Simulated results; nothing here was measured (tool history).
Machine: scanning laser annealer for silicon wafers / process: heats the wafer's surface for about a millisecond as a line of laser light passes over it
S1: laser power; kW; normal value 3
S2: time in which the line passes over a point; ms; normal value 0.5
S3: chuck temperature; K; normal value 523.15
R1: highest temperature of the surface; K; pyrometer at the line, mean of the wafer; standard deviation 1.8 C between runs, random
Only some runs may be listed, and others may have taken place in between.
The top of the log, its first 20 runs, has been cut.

run	hour	S1	S2	S3	R1
# hour 198.5: window over the wafer cleaned, once more
21	202.2	2.659	0.5	523.15	1218.15
22	209.6	2.659	0.5	523.15	1220.15
23	220.8	2.768	0.38	523.15	1160.15
24	227.4	2.768	0.355	493.15	1108.15
25	234.8	3.069	0.512	546.15	1378.15
26	243.2	2.558	0.379	514.15	1090.15
27	253.4	2.558	0.379	514.15	1094.15
28	263.3	2.558	0.418	514.15	1117.15
29	274.4	2.558	0.418	514.15	1116.15
30	286.9	2.591	0.38	547.15	1132.15
31	298.2	2.591	0.38	547.15	1132.15
32	303.9	2.591	0.38	547.15	1132.15
33	313.4	2.591	0.38	547.15	1132.15
34	321	3	0.5	532.15	1333.15
35	329.9	3	0.5	532.15	1331.15
36	336.5	3	0.363	542.15	1225.15

Predict the results of run 37:
37	344	3.155	0.5	555.15	?

{"run 37": {"R1": 1402.15}}
Without the tool's hidden state the same run would have given R1 1405.15 K.

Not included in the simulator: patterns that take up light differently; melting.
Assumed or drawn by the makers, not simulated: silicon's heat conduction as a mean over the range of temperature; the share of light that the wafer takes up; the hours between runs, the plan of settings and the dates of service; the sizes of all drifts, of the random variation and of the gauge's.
